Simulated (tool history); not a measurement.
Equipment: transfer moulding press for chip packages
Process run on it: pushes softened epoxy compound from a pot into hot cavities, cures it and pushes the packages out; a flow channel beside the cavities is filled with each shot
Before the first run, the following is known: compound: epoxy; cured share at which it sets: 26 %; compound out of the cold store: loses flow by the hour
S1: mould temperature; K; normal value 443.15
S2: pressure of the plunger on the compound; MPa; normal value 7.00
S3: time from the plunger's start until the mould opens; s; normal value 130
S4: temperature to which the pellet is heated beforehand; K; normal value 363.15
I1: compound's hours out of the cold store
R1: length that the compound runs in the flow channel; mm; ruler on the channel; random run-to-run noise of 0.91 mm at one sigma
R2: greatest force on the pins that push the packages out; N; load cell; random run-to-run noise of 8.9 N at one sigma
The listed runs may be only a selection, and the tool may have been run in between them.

Run 1, hour 0.0: usual settings; I1 33.1. Result: R1 949.7 mm, R2 616 N.
Run 2, hour 8.8: usual settings; I1 43.6. Result: R1 899.2 mm, R2 630 N.
Run 3, hour 20.9: usual settings but S1 447.15 K; I1 42.6. Result: R1 889.5 mm, R2 645 N.
Run 4, hour 33.3: usual settings but S1 447.15 K; I1 16.9. Result: R1 1015.1 mm, R2 429 N.
Run 5, hour 51.4: usual settings but S1 447.15 K; I1 31.2. Result: R1 941.9 mm, R2 483 N.
Run 6, hour 65.7: usual settings but S1 447.15 K; I1 27.0. Result: R1 960.8 mm, R2 575 N.
Run 7, hour 75.1: usual settings but S1 447.15 K; I1 14.4. Result: R1 1027.6 mm, R2 613 N.
Run 8, hour 87.6: usual settings; I1 14.1. Result: R1 1041.7 mm, R2 677 N.
Run 9, hour 98.8: usual settings; I1 40.8. Result: R1 907.3 mm, R2 451 N.
Run 10, hour 114.9: usual settings; I1 10.9. Result: R1 1057.2 mm, R2 527 N.
Run 11, hour 126.5: usual settings but S3 140 s; I1 13.2. Result: R1 1043.9 mm, R2 577 N.
Run 12, hour 139.2: usual settings but S1 438.15 K, S2 5.89 MPa, S3 159 s; I1 35.7. Result: R1 867.9 mm, R2 625 N.
Run 13, hour 153.4: usual settings but S1 438.15 K, S2 5.21 MPa, S3 159 s, S4 368.15 K; I1 9.9. Result: R1 932.3 mm, R2 686 N.
Run 14, hour 168.8: usual settings but S1 436.15 K, S2 5.79 MPa; I1 12.0. Result: R1 979.8 mm, R2 704 N.
Run 15, hour 182.1: usual settings but S1 436.15 K, S2 5.79 MPa; I1 30.8. Result: R1 886.9 mm, R2 747 N.
Run 16, hour 190.6: usual settings but S1 436.15 K, S2 6.81 MPa, S3 138 s, S4 372.15 K; I1 46.6. Result: R1 885.3 mm, R2 698 N.
Run 17, hour 201.7: usual settings but S1 439.15 K, S3 142 s; I1 27.2. Result: R1 980.7 mm, R2 666 N.
Run 18, hour 219.5: usual settings but S1 439.15 K, S3 142 s; I1 15.9. Result: R1 1040.4 mm, R2 723 N.
Run 19, hour 231.5: usual settings but S1 439.15 K, S3 146 s, S4 372.15 K; I1 36.9. Result: R1 930.0 mm, R2 468 N.
Run 20, hour 248.6: usual settings but S1 448.15 K, S2 7.92 MPa, S3 125 s, S4 356.15 K; I1 10.8. Result: R1 1096.1 mm, R2 513 N.

The log once held 4 entries between its listed runs, left out of this copy. Where does each go, and what is different about the tool's unlogged condition between the listed run before it and the listed run after it?
Between runs 3 and 4: cavities cleaned with cleaning compound and waxed (hour 28.2)
  true mould temperature over the reading, C: -0.5 -> -0.51; pressure that reaches the compound, % of what is set: 98.37 -> 98.22; grip of the stained cavities, % over clean ones': 68.5 -> 10.2
  what was measured, less what the result would be without the hidden state, R1: -5.8 -> -7.4 mm; R2: +265 -> +42 N
Between runs 8 and 9: cavities cleaned with cleaning compound and waxed (hour 93.0)
  true mould temperature over the reading, C: -0.57 -> -0.59; pressure that reaches the compound, % of what is set: 97.51 -> 97.38; grip of the stained cavities, % over clean ones': 66.5 -> 10.6
  what was measured, less what the result would be without the hidden state, R1: -11.0 -> -10.3 mm; R2: +276 -> +47 N
Between runs 13 and 14: cavities cleaned with cleaning compound and waxed (hour 158.0)
  true mould temperature over the reading, C: -0.65 -> -0.66; pressure that reaches the compound, % of what is set: 96.69 -> 96.51; grip of the stained cavities, % over clean ones': 67.6 -> 17.5
  what was measured, less what the result would be without the hidden state, R1: -13.3 -> -14.8 mm; R2: +285 -> +133 N
Between runs 18 and 19: cavities cleaned with cleaning compound and waxed (hour 223.1)
  true mould temperature over the reading, C: -0.72 -> -0.73; pressure that reaches the compound, % of what is set: 95.89 -> 95.74; grip of the stained cavities, % over clean ones': 68.2 -> 14.1
  what was measured, less what the result would be without the hidden state, R1: -19.1 -> -17.8 mm; R2: +304 -> +66 N
